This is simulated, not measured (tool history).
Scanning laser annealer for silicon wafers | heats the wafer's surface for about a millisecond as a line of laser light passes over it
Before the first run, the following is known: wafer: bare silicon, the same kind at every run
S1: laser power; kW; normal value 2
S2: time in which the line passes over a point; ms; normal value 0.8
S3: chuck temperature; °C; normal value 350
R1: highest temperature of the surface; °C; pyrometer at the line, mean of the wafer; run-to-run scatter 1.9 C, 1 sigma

| run | hour | S1 | S2 | S3 | R1 |
|---|---|---|---|---|---|
| 1 | 0 | 2 | 0.8 | 350 | 1170 |
| 2 | 12.3 | 2 | 0.8 | 350 | 1173 |
| 3 | 26.6 | 2 | 0.8 | 350 | 1170 |
| 4 | 41.2 | 2 | 0.8 | 350 | 1169 |
| 5 | 69.3 | 2 | 0.8 | 350 | 1167 |
| 6 | 94.5 | 2 | 0.8 | 350 | 1167 |
| 7 | 120 | 2 | 0.8 | 350 | 1167 |
| 8 | 145.3 | 2 | 0.8 | 350 | 1173 |
| 9 | 161.2 | 2 | 0.8 | 350 | 1173 |
| 10 | 172.9 | 2 | 0.8 | 350 | 1171 |
| 11 | 198.9 | 2 | 0.8 | 350 | 1172 |
| 12 | 215.6 | 2.154 | 0.8 | 350 | 1252 |
| 13 | 229.6 | 2 | 0.708 | 350 | 1117 |
| 14 | 251.5 | 2 | 0.708 | 350 | 1120 |
| 15 | 264.1 | 2 | 0.708 | 350 | 1118 |
| 16 | 290 | 2 | 0.65 | 350 | 1085 |
| 17 | 315.6 | 2 | 0.65 | 350 | 1087 |
| 18 | 341.2 | 1.809 | 0.811 | 319 | 1049 |
| 19 | 361.7 | 1.788 | 0.578 | 312 | 914 |
| 20 | 385.3 | 1.788 | 0.578 | 312 | 914 |
| 21 | 411.2 | 1.911 | 0.922 | 350 | 1186 |
| 22 | 435.8 | 2.145 | 0.833 | 350 | 1261 |
| 23 | 449.1 | 2.15 | 0.706 | 314 | 1151 |
| 24 | 468.2 | 2.15 | 0.736 | 342 | 1200 |
| 25 | 496.9 | 2.15 | 0.736 | 342 | 1197 |

Branching from run 25: 3 alternative next runs. What would each branch give?
| A | 523.7 | 2.15 | 0.585 | 336 | ? |
| B | 523.7 | 2 | 0.904 | 350 | ? |
| C | 523.7 | 1.826 | 0.823 | 377 | ? |

| run | R1 |
|---|---|
| A | 1094 |
| B | 1224 |
| C | 1119 |
What these runs would have given with no unlogged condition in the tool:
| run | R1 |
|---|---|
| A | 1095 |
| B | 1225 |
| C | 1119 |
